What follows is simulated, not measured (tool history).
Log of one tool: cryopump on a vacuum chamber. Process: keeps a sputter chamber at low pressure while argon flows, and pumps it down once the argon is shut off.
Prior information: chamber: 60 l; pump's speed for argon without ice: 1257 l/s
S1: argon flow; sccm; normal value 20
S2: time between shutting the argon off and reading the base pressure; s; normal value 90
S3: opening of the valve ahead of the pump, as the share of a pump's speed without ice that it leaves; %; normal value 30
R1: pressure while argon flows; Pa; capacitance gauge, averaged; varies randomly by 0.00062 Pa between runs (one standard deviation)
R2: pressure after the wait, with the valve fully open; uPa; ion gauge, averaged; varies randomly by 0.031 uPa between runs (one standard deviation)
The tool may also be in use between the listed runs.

run,day,S1,S2,S3,R1,R2
1,0,20,90,30,0.091,1.85
2,0.588,20,90,30,0.0911,1.89
3,1.342,20,27,30,0.0913,4.94
4,2.104,31,90,30,0.1411,1.96
# day 2.962: leaking fittings of the chamber tightened, without venting
5,2.962,31,90,30,0.1422,1.58
6,3.433,31,90,30,0.1412,1.62
7,3.908,31,90,30,0.1415,1.58
8,4.358,20,90,53,0.0525,1.57
9,5.042,36,90,53,0.0953,1.56
10,5.529,36,90,53,0.0948,1.54
11,5.896,20,90,30,0.0922,1.55
12,6.558,20,90,30,0.093,1.59
13,6.979,11,90,30,0.0511,1.59
14,7.558,20,90,30,0.0928,1.63
15,8.179,38,90,30,0.1746,1.52
16,8.783,20,90,18,0.1504,1.7
17,9.517,20,90,18,0.1526,1.55
18,10.171,37,90,18,0.2821,1.61
19,11.008,21,90,30,0.0979,1.53
20,11.55,20,262,31,0.0895,0.69
21,12.317,20,262,31,0.0885,0.71
22,12.717,20,262,31,0.09,0.7
23,13.425,20,262,31,0.0893,0.74
24,14.175,8,90,30,0.0377,1.56
25,14.604,8,90,30,0.0371,1.61
26,15.367,29,23,38,0.1083,5.49
27,16.112,31,90,30,0.1444,1.6
28,16.908,31,90,29,0.1487,1.62
29,17.65,31,90,29,0.15,1.6
30,18.275,31,84,29,0.1494,1.63
31,19.062,20,84,31,0.0894,1.72
32,19.712,35,174,25,0.1942,0.95
33,20.454,35,174,25,0.1959,0.95

Had the tool no unlogged condition, and each run kept its random variation, what would the results have been?
The hidden state here: pump's speed, % of a pump's without ice; cold plate's temperature, K; leak into the chamber, uPa l/s; drift of the gauge itself on working_pa, %; drift of the gauge itself on base_upa, %.
run,R1,R2
1,0.0898,1.54
2,0.0898,1.57
3,0.0899,4.62
4,0.1388,1.63
5,0.1397,1.56
6,0.1386,1.6
7,0.1389,1.56
8,0.0507,1.55
9,0.0919,1.54
10,0.0913,1.52
11,0.0902,1.53
12,0.0909,1.57
13,0.0499,1.56
14,0.0905,1.6
15,0.1703,1.5
16,0.1481,1.66
17,0.1501,1.52
18,0.2774,1.58
19,0.0951,1.49
20,0.0868,0.65
21,0.0857,0.67
22,0.0871,0.66
23,0.0863,0.7
24,0.0364,1.52
25,0.0358,1.56
26,0.1034,5.44
27,0.139,1.55
28,0.1431,1.56
29,0.1443,1.55
30,0.1436,1.58
31,0.0855,1.67
32,0.1872,0.89
33,0.1886,0.89
